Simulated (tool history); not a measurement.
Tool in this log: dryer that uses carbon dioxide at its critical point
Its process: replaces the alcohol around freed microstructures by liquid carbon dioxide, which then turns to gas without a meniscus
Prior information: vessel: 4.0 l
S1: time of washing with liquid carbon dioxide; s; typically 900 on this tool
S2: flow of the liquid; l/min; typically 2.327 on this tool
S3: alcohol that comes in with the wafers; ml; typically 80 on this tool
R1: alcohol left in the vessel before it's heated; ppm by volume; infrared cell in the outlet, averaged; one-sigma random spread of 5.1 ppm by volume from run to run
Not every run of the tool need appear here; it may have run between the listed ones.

run   hour    S1     S2  S3   R1
  1      0   900  2.327  80   95
  2   22.2   900   3.28  80   41
  3   35.4   900   3.28  80   52
  4   50.1   900   3.28  80   54
  5   64.2   900  2.327  80  107
  6     78   900   1.79  80  239
  7  100.3   660  2.327  80  295
  8  112.6   660  2.327  80  299
  9  128.3   900  2.327  37   75
 10  151.1   900  2.327  80  104
 11  160.8   900  2.327  80   99
 12  183.4   900  2.327  66   97
 13    198   900   2.66  66   71
 14  211.2   900   2.66  66   70
 15  222.4   900   2.66  66   79
 16  232.8   900  2.327  80  112
 17  245.3   900  2.327  80  115
 18  259.6   900  2.327  80  110
 19  277.9   900  2.327  80  110
 20  290.9  1260   1.85  98   95
 21  312.5   600   2.64  30  154
 22  325.2   600   1.67  47  752

Run 23, settings as shown, results not yet in. Your forecast:
 23  344.5  900  2.65  111   ?

R1: 102 ppm by volume
Take away the tool's hidden state, keep the run-to-run variation as it was, and the same run would have given R1 34 ppm by volume.
